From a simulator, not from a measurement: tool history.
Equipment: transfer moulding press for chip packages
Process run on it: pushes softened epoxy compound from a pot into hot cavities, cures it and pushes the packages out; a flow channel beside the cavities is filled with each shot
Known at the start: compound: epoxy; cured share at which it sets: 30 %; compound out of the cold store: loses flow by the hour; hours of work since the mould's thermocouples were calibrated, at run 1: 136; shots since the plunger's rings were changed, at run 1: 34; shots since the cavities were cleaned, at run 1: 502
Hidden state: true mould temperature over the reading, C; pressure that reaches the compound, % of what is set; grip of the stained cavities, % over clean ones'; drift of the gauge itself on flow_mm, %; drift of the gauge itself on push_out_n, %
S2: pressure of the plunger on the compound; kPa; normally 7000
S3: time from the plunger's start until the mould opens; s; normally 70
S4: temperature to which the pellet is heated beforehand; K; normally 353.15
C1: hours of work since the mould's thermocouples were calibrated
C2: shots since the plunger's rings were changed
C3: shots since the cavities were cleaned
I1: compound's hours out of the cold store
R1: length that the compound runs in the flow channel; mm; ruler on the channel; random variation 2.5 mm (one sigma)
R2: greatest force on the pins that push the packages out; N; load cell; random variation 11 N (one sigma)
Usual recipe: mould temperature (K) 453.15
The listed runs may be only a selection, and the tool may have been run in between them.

{"run": 1, "day": 0.0, "mould temperature (K)": 453.15, "S2": 7000, "S3": 70, "S4": 353.15, "C1": 136, "C2": 34, "C3": 502, "I1": 17.8, "R1": 957, "R2": 493}
{"run": 2, "day": 0.354, "mould temperature (K)": 445.15, "S2": 7000, "S3": 70, "S4": 353.15, "C1": 140, "C2": 126, "C3": 594, "I1": 25.4, "R1": 941, "R2": 822}
{"run": 3, "day": 0.65, "mould temperature (K)": 454.15, "S2": 7000, "S3": 70, "S4": 353.15, "C1": 143, "C2": 202, "C3": 670, "I1": 36.9, "R1": 864, "R2": 485}
{"run": 4, "day": 0.871, "mould temperature (K)": 454.15, "S2": 7000, "S3": 70, "S4": 353.15, "C1": 145, "C2": 259, "C3": 727, "I1": 31.1, "R1": 897, "R2": 455}
{"run": 5, "day": 1.267, "mould temperature (K)": 454.15, "S2": 7000, "S3": 70, "S4": 353.15, "C1": 149, "C2": 362, "C3": 830, "I1": 10.4, "R1": 989, "R2": 493}
{"run": 6, "day": 1.55, "mould temperature (K)": 453.15, "S2": 7000, "S3": 51, "S4": 353.15, "C1": 152, "C2": 436, "C3": 904, "I1": 29.8, "R1": 897, "R2": 1075}
{"run": 7, "day": 1.817, "mould temperature (K)": 453.15, "S2": 7000, "S3": 70, "S4": 353.15, "C1": 154, "C2": 505, "C3": 973, "I1": 45.1, "R1": 833, "R2": 486}
{"run": 8, "day": 1.988, "mould temperature (K)": 453.15, "S2": 7000, "S3": 70, "S4": 353.15, "C1": 156, "C2": 549, "C3": 1017, "I1": 37.3, "R1": 868, "R2": 512}
{"run": 9, "day": 2.217, "mould temperature (K)": 452.15, "S2": 6870, "S3": 50, "S4": 349.15, "C1": 158, "C2": 608, "C3": 1076, "I1": 23.4, "R1": 920, "R2": 1248}
{"day": 2.396, "done": "cavities cleaned with cleaning compound and waxed"}
{"run": 10, "day": 2.579, "mould temperature (K)": 460.15, "S2": 7000, "S3": 70, "S4": 347.15, "C1": 161, "C2": 686, "C3": 47, "I1": 26.0, "R1": 897, "R2": 421}
{"run": 11, "day": 2.754, "mould temperature (K)": 453.15, "S2": 7000, "S3": 70, "S4": 361.15, "C1": 163, "C2": 731, "C3": 92, "I1": 45.8, "R1": 834, "R2": 466}
{"run": 12, "day": 2.983, "mould temperature (K)": 447.15, "S2": 8350, "S3": 88, "S4": 361.15, "C1": 165, "C2": 790, "C3": 151, "I1": 26.5, "R1": 1010, "R2": 440}
{"run": 13, "day": 3.175, "mould temperature (K)": 447.15, "S2": 8350, "S3": 88, "S4": 361.15, "C1": 167, "C2": 840, "C3": 201, "I1": 15.7, "R1": 1072, "R2": 468}
{"run": 14, "day": 3.538, "mould temperature (K)": 447.15, "S2": 8350, "S3": 62, "S4": 361.15, "C1": 171, "C2": 934, "C3": 295, "I1": 40.6, "R1": 943, "R2": 882}
{"run": 15, "day": 3.767, "mould temperature (K)": 453.15, "S2": 8700, "S3": 70, "S4": 361.15, "C1": 173, "C2": 993, "C3": 354, "I1": 25.5, "R1": 1024, "R2": 488}
{"run": 16, "day": 4.046, "mould temperature (K)": 453.15, "S2": 8700, "S3": 70, "S4": 361.15, "C1": 176, "C2": 1065, "C3": 426, "I1": 41.8, "R1": 943, "R2": 474}

Branching from run 16: 3 alternative next runs. What would each branch give?
{"run": "A", "day": 4.229, "mould temperature (K)": 453.15, "S2": 7450, "S3": 73, "S4": 353.15, "C1": 178, "C2": 1113, "C3": 474, "I1": 36.2, "R1": "?", "R2": "?"}
{"run": "B", "day": 4.229, "mould temperature (K)": 453.15, "S2": 6490, "S3": 60, "S4": 361.15, "C1": 178, "C2": 1113, "C3": 474, "I1": 14.1, "R1": "?", "R2": "?"}
{"run": "C", "day": 4.229, "mould temperature (K)": 455.15, "S2": 7000, "S3": 70, "S4": 353.15, "C1": 178, "C2": 1113, "C3": 474, "I1": 26.0, "R1": "?", "R2": "?"}

run=A R1=897 R2=472
run=B R1=934 R2=716
run=C R1=907 R2=437
Take away the tool's hidden state, keep each run's random variation, and the runs would have read:
run=A R1=897 R2=465
run=B R1=934 R2=707
run=C R1=908 R2=431
